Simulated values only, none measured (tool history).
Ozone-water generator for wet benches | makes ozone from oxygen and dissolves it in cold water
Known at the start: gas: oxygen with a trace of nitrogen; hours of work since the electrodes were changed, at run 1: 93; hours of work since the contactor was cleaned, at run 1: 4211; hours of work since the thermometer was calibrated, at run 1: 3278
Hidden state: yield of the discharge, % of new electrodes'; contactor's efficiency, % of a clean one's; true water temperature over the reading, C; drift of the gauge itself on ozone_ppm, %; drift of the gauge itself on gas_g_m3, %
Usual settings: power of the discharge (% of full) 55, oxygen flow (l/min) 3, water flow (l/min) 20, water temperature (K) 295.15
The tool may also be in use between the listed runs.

| run | hour | power of the discharge (% of full) | oxygen flow (l/min) | water flow (l/min) | water temperature (K) | hours of work since the electrodes were changed | hours of work since the contactor was cleaned | hours of work since the thermometer was calibrated | dissolved ozone (ppm) | ozone in the gas ahead of the water (g/m3) |
|---|---|---|---|---|---|---|---|---|---|---|
| 1 | 0.0 | 55 | 3 | 20 | 295.15 | 93 | 4211 | 3278 | 12.4 | 189.7 |
| 2 | 32.5 | 55 | 3 | 20 | 295.15 | 122 | 4241 | 3307 | 12.2 | 187.0 |
| 3 | 67.4 | 55 | 3 | 20 | 295.15 | 154 | 4273 | 3339 | 12.4 | 186.9 |
| 4 | 86.2 | 55 | 3 | 20 | 295.15 | 171 | 4290 | 3356 | 12.3 | 186.7 |
| 5 | 116.9 | 55 | 3 | 20 | 295.15 | 199 | 4318 | 3384 | 12.3 | 187.3 |
| 6 | 141.8 | 55 | 3 | 20 | 295.15 | 222 | 4341 | 3407 | 12.3 | 188.3 |
| 7 | 170.4 | 55 | 3 | 20 | 295.15 | 248 | 4367 | 3433 | 12.3 | 186.3 |

Forecast run 8:
| 8 | 204.6 | 55 | 3 | 20 | 295.15 | 279 | 4398 | 3464 | ? | ? |

{"run 8": {"dissolved ozone (ppm)": 12.1, "ozone in the gas ahead of the water (g/m3)": 188.0}}
Without the tool's hidden state the same run would have given dissolved ozone (ppm) 12.7, ozone in the gas ahead of the water (g/m3) 189.1.
